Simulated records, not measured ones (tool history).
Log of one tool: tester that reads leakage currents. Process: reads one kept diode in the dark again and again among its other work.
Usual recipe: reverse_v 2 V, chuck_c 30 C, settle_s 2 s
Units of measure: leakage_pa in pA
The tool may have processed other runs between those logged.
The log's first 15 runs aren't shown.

run    hour  reverse_v  chuck_c  settle_s  leakage_pa
 16  1358.8          2       30         2      190.69
 17  1442.8          2       30         2      191.18
 18  1506.8          2       30         2      190.83
 19  1585.6          2       30         2      192.08
 20  1700.6          2       26      9.01      139.55
     1755.5  -- chuck's temperature calibrated
 21    1790          2       26      9.01      139.35
 22  1880.7       1.02       33      2.78      181.22
 23  1970.6       1.02       33      2.78      181.36
 24  2058.2       1.91       33      2.78      236.23
 25  2183.6       1.91       33      2.78      236.41
 26  2313.6      13.23       20      0.71      190.29
 27  2392.6       1.54       20      0.71       76.99
 28    2451       9.68       30         2      368.48
 29  2579.8       9.68       30         2       369.1
 30    2671       9.68       30         2      369.22
 31  2733.6       7.67       30      1.25      337.61
     2787.3  -- chuck's temperature calibrated
 32  2813.6       2.62       30      7.83      213.89
 33  2899.7          2       30      9.93      190.71
 34  2998.4          2       30      9.93      191.25
 35  3095.8        5.4       36      8.18      454.85
     3221.7  -- tester calibrated
 36  3223.2       3.07       36      8.18      362.79
 37  3326.5       6.05       21         2       147.9

Each row is a separate what-if for the run after 37, all from the same tool condition, not one after another. Results?
  A  3441.4          2       20         2           ?
  B  3441.4       6.05       21      8.09           ?
  C  3441.4      17.45       49      6.61           ?
  D  3441.4       6.05       53         2           ?

run  leakage_pa
  A       85.23
  B      147.34
  C     1905.89
  D     1595.71
What these runs would have given with no unlogged condition in the tool:
run  leakage_pa
  A       85.13
  B      147.12
  C     1904.24
  D     1594.49
